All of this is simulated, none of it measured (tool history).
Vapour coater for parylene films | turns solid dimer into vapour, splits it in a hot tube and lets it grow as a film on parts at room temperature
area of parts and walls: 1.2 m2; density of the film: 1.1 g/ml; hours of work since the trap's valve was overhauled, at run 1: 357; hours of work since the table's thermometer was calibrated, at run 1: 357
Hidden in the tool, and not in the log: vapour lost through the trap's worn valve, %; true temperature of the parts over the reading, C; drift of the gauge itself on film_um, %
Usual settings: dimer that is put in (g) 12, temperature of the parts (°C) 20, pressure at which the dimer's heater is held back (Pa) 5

run	hour	dimer that is put in (g)	temperature of the parts (°C)	pressure at which the dimer's heater is held back (Pa)	hours of work since the trap's valve was overhauled	hours of work since the table's thermometer was calibrated	thickness of the film (nm)
1	0	12	20	5	357	357	4200
2	13.2	12	23	5	367	367	3590
3	25.7	19	20	5	377	377	6600
4	38.9	19	20	5	388	388	6610
5	61.1	19	17	5	406	406	7550
6	71.7	19	17	5	415	415	7590
7	90.1	5	17	5	430	430	2010
8	113.2	5	17	5	448	448	2010
9	134.4	5	17	5	465	465	2000
10	145.4	12	20	2.83	474	474	4300
11	157.2	12	20	2.83	484	484	4300
12	177.4	12	20	2.83	500	500	4320
13	188.9	12	20	2.83	510	510	4300
14	202.2	12	32	2.02	520	520	2460
15	222.5	11	20	9.69	537	537	3600
16	240.3	12	13	7.47	551	551	5630
17	260.3	7	20	2.71	567	567	2490
18	274.1	14	14	5.1	578	578	6410
19	291.8	14	14	5.1	593	593	6390
20	303.6	16	20	2.13	602	602	5760
21	320.2	12	30	5	616	616	2480
22	329.9	7	28	5	624	624	1610
23	348.9	12	18	11.39	639	639	4220
24	360.3	18	30	11.39	648	648	3540
# hour 370.4: trap's valve overhauled
25	379.6	6	13	8.99	7	661	2940
26	392.6	6	13	8.99	18	671	2930

3 ways to go on from here, each from the tool as it stands after run 26. What would each give?
A	407.9	6	13	2.19	30	684	?
B	407.9	14	26	5	30	684	?
C	407.9	6	13	8.99	30	684	?

run	thickness of the film (nm)
A	3220
B	3740
C	2920
Without the tool's hidden state the same runs would have given:
run	thickness of the film (nm)
A	3170
B	3680
C	2880

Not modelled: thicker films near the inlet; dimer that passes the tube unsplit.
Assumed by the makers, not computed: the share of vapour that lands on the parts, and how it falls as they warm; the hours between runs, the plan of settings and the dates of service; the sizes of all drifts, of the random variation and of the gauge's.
